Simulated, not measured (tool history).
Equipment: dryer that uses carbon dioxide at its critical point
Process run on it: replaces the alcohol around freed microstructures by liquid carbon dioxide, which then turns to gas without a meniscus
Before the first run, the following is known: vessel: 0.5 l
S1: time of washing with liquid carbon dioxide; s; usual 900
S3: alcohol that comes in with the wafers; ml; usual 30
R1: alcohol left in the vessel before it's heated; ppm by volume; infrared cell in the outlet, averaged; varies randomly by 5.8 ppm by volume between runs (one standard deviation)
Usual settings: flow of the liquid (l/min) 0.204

run 1 hour=0 | S1=900 flow_of_the_liquid_(l/min)=0.204 S3=30 | R1=390
-- hour=3.8 inlet filter changed
run 2 hour=24.7 | S1=900 flow_of_the_liquid_(l/min)=0.181 S3=30 | R1=502
run 3 hour=58.5 | S1=900 flow_of_the_liquid_(l/min)=0.181 S3=30 | R1=509
run 4 hour=89.7 | S1=720 flow_of_the_liquid_(l/min)=0.204 S3=30 | R1=763
run 5 hour=105.5 | S1=720 flow_of_the_liquid_(l/min)=0.204 S3=30 | R1=752
run 6 hour=138.3 | S1=600 flow_of_the_liquid_(l/min)=0.204 S3=30 | R1=1491
run 7 hour=162.5 | S1=900 flow_of_the_liquid_(l/min)=0.204 S3=27 | R1=329
run 8 hour=177.5 | S1=900 flow_of_the_liquid_(l/min)=0.204 S3=30 | R1=354
run 9 hour=211.2 | S1=900 flow_of_the_liquid_(l/min)=0.204 S3=30 | R1=353
run 10 hour=231.8 | S1=900 flow_of_the_liquid_(l/min)=0.204 S3=30 | R1=354
run 11 hour=261 | S1=900 flow_of_the_liquid_(l/min)=0.204 S3=30 | R1=355
run 12 hour=297 | S1=780 flow_of_the_liquid_(l/min)=0.205 S3=30 | R1=601
run 13 hour=318.8 | S1=1080 flow_of_the_liquid_(l/min)=0.125 S3=22 | R1=900
run 14 hour=350.5 | S1=900 flow_of_the_liquid_(l/min)=0.204 S3=27 | R1=366
run 15 hour=371.7 | S1=780 flow_of_the_liquid_(l/min)=0.182 S3=64 | R1=1896
run 16 hour=399.2 | S1=1200 flow_of_the_liquid_(l/min)=0.184 S3=21 | R1=216
run 17 hour=429.8 | S1=1200 flow_of_the_liquid_(l/min)=0.184 S3=21 | R1=218
run 18 hour=460.2 | S1=1200 flow_of_the_liquid_(l/min)=0.171 S3=21 | R1=259

Consider 3 possible next runs. They are alternatives, not a sequence: every one starts from the tool as it was left by run 18. What does each give?
run A hour=481.8 | S1=1260 flow_of_the_liquid_(l/min)=0.313 S3=29 | R1=?
run B hour=481.8 | S1=900 flow_of_the_liquid_(l/min)=0.262 S3=30 | R1=?
run C hour=481.8 | S1=660 flow_of_the_liquid_(l/min)=0.319 S3=91 | R1=?

run=A R1=162
run=B R1=222
run=C R1=458
What these runs would have given with no unlogged condition in the tool:
run=A R1=3
run=B R1=49
run=C R1=224
